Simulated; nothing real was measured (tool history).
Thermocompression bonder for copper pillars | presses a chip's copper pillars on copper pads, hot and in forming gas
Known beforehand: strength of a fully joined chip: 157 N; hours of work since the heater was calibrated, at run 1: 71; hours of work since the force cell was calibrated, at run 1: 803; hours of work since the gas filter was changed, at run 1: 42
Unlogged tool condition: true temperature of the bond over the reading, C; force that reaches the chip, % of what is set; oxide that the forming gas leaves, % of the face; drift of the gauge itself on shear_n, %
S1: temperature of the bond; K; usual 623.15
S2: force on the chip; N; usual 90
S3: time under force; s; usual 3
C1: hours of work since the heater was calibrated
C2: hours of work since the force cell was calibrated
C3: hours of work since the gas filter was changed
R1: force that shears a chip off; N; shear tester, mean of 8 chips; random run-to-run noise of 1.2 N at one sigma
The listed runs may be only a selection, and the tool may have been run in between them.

run 1 hour=0.0 | S1=623.15 S2=90 S3=3 | C1=71 C2=803 C3=42 | R1=116.6
run 2 hour=25.0 | S1=623.15 S2=90 S3=3 | C1=84 C2=816 C3=55 | R1=116.2
run 3 hour=61.3 | S1=623.15 S2=99 S3=3 | C1=102 C2=834 C3=73 | R1=119.8
run 4 hour=96.7 | S1=623.15 S2=99 S3=3 | C1=120 C2=853 C3=91 | R1=119.5
run 5 hour=121.4 | S1=600.15 S2=90 S3=3 | C1=133 C2=865 C3=104 | R1=96.2
run 6 hour=154.3 | S1=600.15 S2=90 S3=2 | C1=149 C2=882 C3=120 | R1=87.9
run 7 hour=175.5 | S1=623.15 S2=90 S3=6 | C1=160 C2=893 C3=131 | R1=131.7
run 8 hour=213.2 | S1=623.15 S2=90 S3=6 | C1=179 C2=912 C3=150 | R1=129.9
run 9 hour=254.4 | S1=623.15 S2=90 S3=6 | C1=200 C2=933 C3=171 | R1=132.2
run 10 hour=277.0 | S1=607.15 S2=90 S3=2 | C1=212 C2=944 C3=183 | R1=91.8
run 11 hour=303.7 | S1=606.15 S2=90 S3=2 | C1=225 C2=958 C3=196 | R1=88.9
-- hour=325.4 forming gas filter changed
run 12 hour=326.1 | S1=623.15 S2=90 S3=3 | C1=237 C2=969 C3=0 | R1=114.5
run 13 hour=362.8 | S1=623.15 S2=59 S3=2 | C1=255 C2=988 C3=19 | R1=85.2
run 14 hour=381.5 | S1=631.15 S2=130 S3=5 | C1=265 C2=997 C3=29 | R1=143.5
run 15 hour=425.3 | S1=631.15 S2=130 S3=3 | C1=287 C2=1020 C3=51 | R1=132.7

Entry by entry between the runs, the difference in hidden state between the last listed run before and the first listed run after:
From run 11 to run 12: forming gas filter changed (hour 325.4)
  oxide that the forming gas leaves, % of the face: 0.67 -> 0.5
